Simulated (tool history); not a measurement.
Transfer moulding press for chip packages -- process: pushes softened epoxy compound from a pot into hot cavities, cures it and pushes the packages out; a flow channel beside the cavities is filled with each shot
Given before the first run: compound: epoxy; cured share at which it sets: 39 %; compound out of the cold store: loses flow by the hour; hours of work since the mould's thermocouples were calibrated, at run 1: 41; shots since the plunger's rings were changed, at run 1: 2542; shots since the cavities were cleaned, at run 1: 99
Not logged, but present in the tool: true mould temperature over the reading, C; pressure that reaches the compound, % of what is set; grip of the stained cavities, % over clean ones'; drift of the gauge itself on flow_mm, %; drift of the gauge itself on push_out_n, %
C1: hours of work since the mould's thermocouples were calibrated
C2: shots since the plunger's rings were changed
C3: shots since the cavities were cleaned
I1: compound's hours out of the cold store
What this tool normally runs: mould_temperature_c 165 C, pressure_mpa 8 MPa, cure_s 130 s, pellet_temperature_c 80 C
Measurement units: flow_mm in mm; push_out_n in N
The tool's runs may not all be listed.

Run 1, hour 0: usual settings; C1 41; C2 2542; C3 99; I1 42.4. Result: flow_mm 544 mm, push_out_n 406 N.
Run 2, hour 14: usual settings; C1 52; C2 2703; C3 260; I1 19.3. Result: flow_mm 597 mm, push_out_n 416 N.
Run 3, hour 29.9: usual settings; C1 65; C2 2885; C3 442; I1 47.2. Result: flow_mm 535 mm, push_out_n 420 N.
Run 4, hour 46: usual settings; C1 78; C2 3071; C3 628; I1 32.8. Result: flow_mm 563 mm, push_out_n 414 N.
Run 5, hour 60.3: usual settings; C1 89; C2 3236; C3 793; I1 41.2. Result: flow_mm 546 mm, push_out_n 408 N.
At hour 69.9: cavities cleaned with cleaning compound and waxed.
Run 6, hour 73.2: usual settings but mould_temperature_c 163 C; C1 98; C2 3367; C3 39; I1 22.9. Result: flow_mm 591 mm, push_out_n 475 N.
Run 7, hour 90.4: usual settings; C1 112; C2 3565; C3 237; I1 27.4. Result: flow_mm 577 mm, push_out_n 410 N.
Run 8, hour 106.8: usual settings; C1 125; C2 3753; C3 425; I1 30.3. Result: flow_mm 569 mm, push_out_n 447 N.
Run 9, hour 122.3: usual settings; C1 137; C2 3931; C3 603; I1 23.7. Result: flow_mm 584 mm, push_out_n 412 N.
Run 10, hour 139.6: usual settings; C1 151; C2 4130; C3 802; I1 19.7. Result: flow_mm 591 mm, push_out_n 406 N.
At hour 147.9: cavities cleaned with cleaning compound and waxed.
Run 11, hour 157.1: usual settings; C1 163; C2 4313; C3 104; I1 28.8. Result: flow_mm 574 mm, push_out_n 422 N.
Run 12, hour 171.2: usual settings; C1 174; C2 4476; C3 267; I1 34.2. Result: flow_mm 561 mm, push_out_n 451 N.
Run 13, hour 187.2: usual settings; C1 187; C2 4659; C3 450; I1 29.7. Result: flow_mm 566 mm, push_out_n 423 N.
Run 14, hour 199.3: usual settings; C1 197; C2 4799; C3 590; I1 26.6. Result: flow_mm 575 mm, push_out_n 431 N.
Run 15, hour 216.6: usual settings but mould_temperature_c 159 C, cure_s 136 s, pellet_temperature_c 86 C; C1 210; C2 4998; C3 789; I1 40.5. Result: flow_mm 565 mm, push_out_n 518 N.
At hour 226.5: cavities cleaned with cleaning compound and waxed.
Run 16, hour 232.6: usual settings but mould_temperature_c 166 C, pressure_mpa 6.66 MPa, cure_s 160 s, pellet_temperature_c 81 C; C1 222; C2 5165; C3 71; I1 36.7. Result: flow_mm 504 mm, push_out_n 368 N.
Run 17, hour 243: usual settings but pressure_mpa 7.44 MPa; C1 230; C2 5284; C3 190; I1 38.7. Result: flow_mm 530 mm, push_out_n 436 N.
At hour 258.2: plunger's sealing rings changed.
Run 18, hour 263.2: usual settings but mould_temperature_c 162 C, pressure_mpa 6.06 MPa, cure_s 118 s; C1 244; C2 57; C3 393; I1 28.8. Result: flow_mm 507 mm, push_out_n 554 N.
Run 19, hour 271.7: usual settings but mould_temperature_c 164 C, pressure_mpa 7.88 MPa, cure_s 162 s, pellet_temperature_c 88 C; C1 251; C2 155; C3 491; I1 35.7. Result: flow_mm 556 mm, push_out_n 381 N.
Run 20, hour 289.1: usual settings but mould_temperature_c 164 C, pressure_mpa 9.01 MPa, cure_s 126 s, pellet_temperature_c 88 C; C1 264; C2 355; C3 691; I1 30. Result: flow_mm 604 mm, push_out_n 455 N.
Run 21, hour 301.4: usual settings but mould_temperature_c 164 C, pressure_mpa 9.01 MPa, cure_s 126 s, pellet_temperature_c 88 C; C1 274; C2 496; C3 832; I1 26.5. Result: flow_mm 617 mm, push_out_n 460 N.
At hour 307.3: cavities cleaned with cleaning compound and waxed.
Run 22, hour 310.4: usual settings but mould_temperature_c 168 C, cure_s 166 s, pellet_temperature_c 84 C; C1 280; C2 583; C3 36; I1 34.8. Result: flow_mm 549 mm, push_out_n 359 N.
Run 23, hour 321.1: usual settings but mould_temperature_c 168 C, cure_s 166 s, pellet_temperature_c 84 C; C1 289; C2 706; C3 159; I1 26.2. Result: flow_mm 564 mm, push_out_n 363 N.
Run 24, hour 331.3: usual settings but mould_temperature_c 168 C, cure_s 166 s, pellet_temperature_c 84 C; C1 297; C2 823; C3 276; I1 13.2. Result: flow_mm 598 mm, push_out_n 359 N.
Run 25, hour 347.7: usual settings but mould_temperature_c 158 C, cure_s 166 s, pellet_temperature_c 84 C; C1 310; C2 1011; C3 464; I1 30.6. Result: flow_mm 591 mm, push_out_n 441 N.
Run 26, hour 358.8: usual settings but mould_temperature_c 158 C, cure_s 166 s, pellet_temperature_c 84 C; C1 318; C2 1139; C3 592; I1 13.2. Result: flow_mm 633 mm, push_out_n 414 N.
Run 27, hour 375.5: usual settings but mould_temperature_c 158 C, pressure_mpa 6.7 MPa, cure_s 137 s, pellet_temperature_c 84 C; C1 332; C2 1332; C3 785; I1 10.8. Result: flow_mm 582 mm, push_out_n 603 N.
At hour 385.2: cavities cleaned with cleaning compound and waxed.
Run 28, hour 392.6: usual settings but pressure_mpa 6.7 MPa, cure_s 137 s, pellet_temperature_c 85 C; C1 344; C2 1510; C3 85; I1 9.1. Result: flow_mm 568 mm, push_out_n 410 N.

How the hidden state differs across the entries between the runs, from the last listed run before each to the first after it:
Run 5 -> run 6: cavities cleaned with cleaning compound and waxed (hour 69.9)
  grip of the stained cavities, % over clean ones': 0.8 -> 0.1
Run 10 -> run 11: cavities cleaned with cleaning compound and waxed (hour 147.9)
  grip of the stained cavities, % over clean ones': 0.8 -> 0.2
Run 15 -> run 16: cavities cleaned with cleaning compound and waxed (hour 226.5)
  grip of the stained cavities, % over clean ones': 0.8 -> 0.2
Run 17 -> run 18: plunger's sealing rings changed (hour 258.2)
  pressure that reaches the compound, % of what is set: 99.88 -> 100; grip of the stained cavities, % over clean ones': 0.4 -> 0.6
Run 21 -> run 22: cavities cleaned with cleaning compound and waxed (hour 307.3)
  grip of the stained cavities, % over clean ones': 0.8 -> 0.1
Run 27 -> run 28: cavities cleaned with cleaning compound and waxed (hour 385.2)
  pressure that reaches the compound, % of what is set: 99.97 -> 99.96; grip of the stained cavities, % over clean ones': 0.8 -> 0.2

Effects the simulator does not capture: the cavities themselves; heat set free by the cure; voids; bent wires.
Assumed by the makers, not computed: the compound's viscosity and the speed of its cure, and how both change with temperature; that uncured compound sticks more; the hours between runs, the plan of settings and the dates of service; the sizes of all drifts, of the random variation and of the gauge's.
